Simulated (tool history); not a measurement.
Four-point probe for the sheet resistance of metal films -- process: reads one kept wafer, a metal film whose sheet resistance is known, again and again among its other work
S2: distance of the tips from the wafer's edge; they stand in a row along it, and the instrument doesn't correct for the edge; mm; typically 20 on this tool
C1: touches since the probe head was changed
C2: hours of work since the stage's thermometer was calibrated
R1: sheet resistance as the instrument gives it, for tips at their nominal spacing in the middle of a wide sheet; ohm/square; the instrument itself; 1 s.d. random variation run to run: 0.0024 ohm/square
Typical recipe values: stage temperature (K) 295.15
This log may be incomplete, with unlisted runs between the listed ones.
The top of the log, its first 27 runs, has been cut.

run 28 hour=2796.4 | stage_temperature_(K)=299.15 S2=7 | C1=5189 C2=709 | R1=12.021024
run 29 hour=2865.1 | stage_temperature_(K)=303.15 S2=20 | C1=6609 C2=758 | R1=11.975205
run 30 hour=2944.2 | stage_temperature_(K)=301.15 S2=4 | C1=8242 C2=814 | R1=12.085249
run 31 hour=3074.4 | stage_temperature_(K)=307.15 S2=29 | C1=10931 C2=907 | R1=11.959468
run 32 hour=3163.3 | stage_temperature_(K)=307.15 S2=29 | C1=12768 C2=970 | R1=11.96187
run 33 hour=3242.5 | stage_temperature_(K)=292.15 S2=29 | C1=14402 C2=1026 | R1=12.017559
run 34 hour=3380.8 | stage_temperature_(K)=292.15 S2=29 | C1=17259 C2=1125 | R1=12.022069
run 35 hour=3456.9 | stage_temperature_(K)=301.15 S2=23 | C1=18831 C2=1179 | R1=11.982628
run 36 hour=3519.3 | stage_temperature_(K)=301.15 S2=23 | C1=20120 C2=1223 | R1=11.983109
-- hour=3555.4 stage's thermometer calibrated
run 37 hour=3601.5 | stage_temperature_(K)=299.15 S2=4 | C1=21808 C2=33 | R1=12.091406
run 38 hour=3690.3 | stage_temperature_(K)=299.15 S2=4 | C1=23643 C2=96 | R1=12.085151
run 39 hour=3797.1 | stage_temperature_(K)=307.15 S2=5 | C1=25848 C2=172 | R1=12.024921
run 40 hour=3919.5 | stage_temperature_(K)=307.15 S2=5 | C1=28376 C2=259 | R1=12.020792
run 41 hour=4014.1 | stage_temperature_(K)=307.15 S2=5 | C1=30330 C2=326 | R1=12.025733
run 42 hour=4107.9 | stage_temperature_(K)=307.15 S2=8 | C1=32267 C2=392 | R1=11.98668
run 43 hour=4217.8 | stage_temperature_(K)=302.15 S2=39 | C1=34539 C2=471 | R1=11.978878
run 44 hour=4280.5 | stage_temperature_(K)=302.15 S2=39 | C1=35833 C2=515 | R1=11.977273
run 45 hour=4397.2 | stage_temperature_(K)=299.15 S2=39 | C1=38243 C2=598 | R1=11.987326

Consider 4 possible next runs. They are alternatives, not a sequence: every one starts from the tool as it was left by run 45. What does each give?
run A hour=4481.1 | stage_temperature_(K)=302.15 S2=20 | C1=39977 C2=658 | R1=?
run B hour=4481.1 | stage_temperature_(K)=295.15 S2=3 | C1=39977 C2=658 | R1=?
run C hour=4481.1 | stage_temperature_(K)=296.15 S2=10 | C1=39977 C2=658 | R1=?
run D hour=4481.1 | stage_temperature_(K)=307.15 S2=7 | C1=39977 C2=658 | R1=?

run=A R1=11.980712
run=B R1=12.182408
run=C R1=12.01744
run=D R1=11.993671
With the hidden condition removed and each run's random variation left untouched, the same runs would have given:
run=A R1=11.98201
run=B R1=12.183725
run=C R1=12.018741
run=D R1=11.99497

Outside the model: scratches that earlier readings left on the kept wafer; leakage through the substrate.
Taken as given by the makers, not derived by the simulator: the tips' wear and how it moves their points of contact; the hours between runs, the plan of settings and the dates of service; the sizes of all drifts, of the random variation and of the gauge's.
